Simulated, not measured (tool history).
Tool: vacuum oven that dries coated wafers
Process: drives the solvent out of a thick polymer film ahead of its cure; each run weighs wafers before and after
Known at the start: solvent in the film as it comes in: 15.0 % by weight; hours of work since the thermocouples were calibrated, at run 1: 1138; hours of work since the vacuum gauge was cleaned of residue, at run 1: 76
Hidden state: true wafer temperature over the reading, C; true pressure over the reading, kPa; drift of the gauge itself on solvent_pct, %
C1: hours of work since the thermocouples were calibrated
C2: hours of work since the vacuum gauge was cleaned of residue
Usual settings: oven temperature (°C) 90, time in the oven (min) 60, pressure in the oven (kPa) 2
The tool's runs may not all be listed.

{"run": 1, "hour": 0.0, "oven temperature (°C)": 90, "time in the oven (min)": 60, "pressure in the oven (kPa)": 2, "C1": 1138, "C2": 76, "solvent left in the film (%)": 1.72}
{"run": 2, "hour": 58.9, "oven temperature (°C)": 90, "time in the oven (min)": 56, "pressure in the oven (kPa)": 2, "C1": 1171, "C2": 109, "solvent left in the film (%)": 1.93}
{"run": 3, "hour": 105.4, "oven temperature (°C)": 90, "time in the oven (min)": 56, "pressure in the oven (kPa)": 2, "C1": 1197, "C2": 135, "solvent left in the film (%)": 1.88}
{"run": 4, "hour": 167.5, "oven temperature (°C)": 90, "time in the oven (min)": 60, "pressure in the oven (kPa)": 2, "C1": 1232, "C2": 170, "solvent left in the film (%)": 1.76}
{"run": 5, "hour": 223.5, "oven temperature (°C)": 90, "time in the oven (min)": 60, "pressure in the oven (kPa)": 2, "C1": 1263, "C2": 201, "solvent left in the film (%)": 1.68}
{"run": 6, "hour": 258.9, "oven temperature (°C)": 94, "time in the oven (min)": 60, "pressure in the oven (kPa)": 2, "C1": 1283, "C2": 221, "solvent left in the film (%)": 1.16}
{"run": 7, "hour": 306.9, "oven temperature (°C)": 90, "time in the oven (min)": 60, "pressure in the oven (kPa)": 2, "C1": 1310, "C2": 248, "solvent left in the film (%)": 1.76}
{"run": 8, "hour": 371.1, "oven temperature (°C)": 90, "time in the oven (min)": 60, "pressure in the oven (kPa)": 2, "C1": 1346, "C2": 284, "solvent left in the film (%)": 1.79}
{"run": 9, "hour": 432.5, "oven temperature (°C)": 90, "time in the oven (min)": 60, "pressure in the oven (kPa)": 2, "C1": 1380, "C2": 318, "solvent left in the film (%)": 1.79}
{"run": 10, "hour": 464.3, "oven temperature (°C)": 90, "time in the oven (min)": 60, "pressure in the oven (kPa)": 3.33, "C1": 1398, "C2": 336, "solvent left in the film (%)": 2.33}
{"run": 11, "hour": 515.1, "oven temperature (°C)": 88, "time in the oven (min)": 60, "pressure in the oven (kPa)": 6.1, "C1": 1427, "C2": 365, "solvent left in the film (%)": 3.97}
{"run": 12, "hour": 572.1, "oven temperature (°C)": 97, "time in the oven (min)": 58, "pressure in the oven (kPa)": 2.94, "C1": 1458, "C2": 397, "solvent left in the film (%)": 1.31}
{"run": 13, "hour": 602.7, "oven temperature (°C)": 94, "time in the oven (min)": 69, "pressure in the oven (kPa)": 2.19, "C1": 1476, "C2": 414, "solvent left in the film (%)": 1.15}
{"run": 14, "hour": 643.8, "oven temperature (°C)": 94, "time in the oven (min)": 104, "pressure in the oven (kPa)": 4.26, "C1": 1499, "C2": 437, "solvent left in the film (%)": 1.71}
{"run": 15, "hour": 672.4, "oven temperature (°C)": 94, "time in the oven (min)": 104, "pressure in the oven (kPa)": 4.26, "C1": 1515, "C2": 453, "solvent left in the film (%)": 1.78}
{"run": 16, "hour": 731.5, "oven temperature (°C)": 83, "time in the oven (min)": 42, "pressure in the oven (kPa)": 1.17, "C1": 1548, "C2": 486, "solvent left in the film (%)": 4.45}
{"run": 17, "hour": 790.2, "oven temperature (°C)": 83, "time in the oven (min)": 42, "pressure in the oven (kPa)": 1.17, "C1": 1581, "C2": 519, "solvent left in the film (%)": 4.65}
{"run": 18, "hour": 826.1, "oven temperature (°C)": 83, "time in the oven (min)": 64, "pressure in the oven (kPa)": 3.19, "C1": 1601, "C2": 539, "solvent left in the film (%)": 4}
{"run": 19, "hour": 867.9, "oven temperature (°C)": 89, "time in the oven (min)": 37, "pressure in the oven (kPa)": 2, "C1": 1624, "C2": 562, "solvent left in the film (%)": 3.69}
{"hour": 883.3, "done": "oven's thermocouples calibrated"}
{"run": 20, "hour": 934.5, "oven temperature (°C)": 93, "time in the oven (min)": 54, "pressure in the oven (kPa)": 1.58, "C1": 29, "C2": 598, "solvent left in the film (%)": 1.06}

4 ways to go on from here, each from the tool as it stands after run 20. What would each give?
{"run": "A", "hour": 962.5, "oven temperature (°C)": 88, "time in the oven (min)": 60, "pressure in the oven (kPa)": 2, "C1": 44, "C2": 614, "solvent left in the film (%)": "?"}
{"run": "B", "hour": 962.5, "oven temperature (°C)": 93, "time in the oven (min)": 54, "pressure in the oven (kPa)": 2.56, "C1": 44, "C2": 614, "solvent left in the film (%)": "?"}
{"run": "C", "hour": 962.5, "oven temperature (°C)": 90, "time in the oven (min)": 60, "pressure in the oven (kPa)": 3.6, "C1": 44, "C2": 614, "solvent left in the film (%)": "?"}
{"run": "D", "hour": 962.5, "oven temperature (°C)": 102, "time in the oven (min)": 54, "pressure in the oven (kPa)": 1.58, "C1": 44, "C2": 614, "solvent left in the film (%)": "?"}

run=A solvent_left_in_the_film_(%)=1.76
run=B solvent_left_in_the_film_(%)=1.4
run=C solvent_left_in_the_film_(%)=2.02
run=D solvent_left_in_the_film_(%)=0.49
Without the tool's hidden state the same runs would have given:
run=A solvent_left_in_the_film_(%)=1.79
run=B solvent_left_in_the_film_(%)=1.41
run=C solvent_left_in_the_film_(%)=2.04
run=D solvent_left_in_the_film_(%)=0.45

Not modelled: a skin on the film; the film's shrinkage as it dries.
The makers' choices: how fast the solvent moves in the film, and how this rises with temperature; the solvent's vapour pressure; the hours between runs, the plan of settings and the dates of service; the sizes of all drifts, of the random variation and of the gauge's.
